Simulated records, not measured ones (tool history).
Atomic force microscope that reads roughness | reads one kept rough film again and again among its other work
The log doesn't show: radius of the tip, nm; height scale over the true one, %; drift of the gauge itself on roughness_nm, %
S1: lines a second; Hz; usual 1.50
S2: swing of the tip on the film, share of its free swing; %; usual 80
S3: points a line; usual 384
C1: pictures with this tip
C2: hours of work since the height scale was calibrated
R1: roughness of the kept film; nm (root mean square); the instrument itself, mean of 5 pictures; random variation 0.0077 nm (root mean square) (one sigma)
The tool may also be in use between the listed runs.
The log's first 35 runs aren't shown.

run,hour,S1,S2,S3,C1,C2,R1
36,227.1,1.50,65,491,89,165,1.520
37,231.6,1.50,77,491,99,168,1.388
38,237.6,1.50,77,491,114,172,1.360
39,243.1,2.19,72,384,127,176,1.308
40,248.5,2.19,72,384,139,180,1.288
41,252.3,2.19,72,384,148,183,1.267
# hour 255.7: new tip fitted
42,258.3,1.50,80,384,6,186,1.616
43,263.8,1.50,80,384,19,190,1.585
44,268.1,1.70,67,612,29,193,1.656
45,276.0,1.70,67,612,48,199,1.602
46,284.4,1.70,67,612,68,205,1.552
47,288.4,0.71,63,479,77,207,1.624
48,293.2,0.71,63,479,88,211,1.591
49,300.1,0.71,63,479,105,216,1.541

Forecast each of these 4 alternatives for the next run:
A,305.8,1.49,80,384,118,220,?
B,305.8,2.11,71,1013,118,220,?
C,305.8,2.61,61,653,118,220,?
D,305.8,0.71,81,479,118,220,?

run,R1
A,1.334
B,1.381
C,1.426
D,1.436
Without the tool's hidden state the same runs would have given:
run,R1
A,1.650
B,1.708
C,1.765
D,1.777
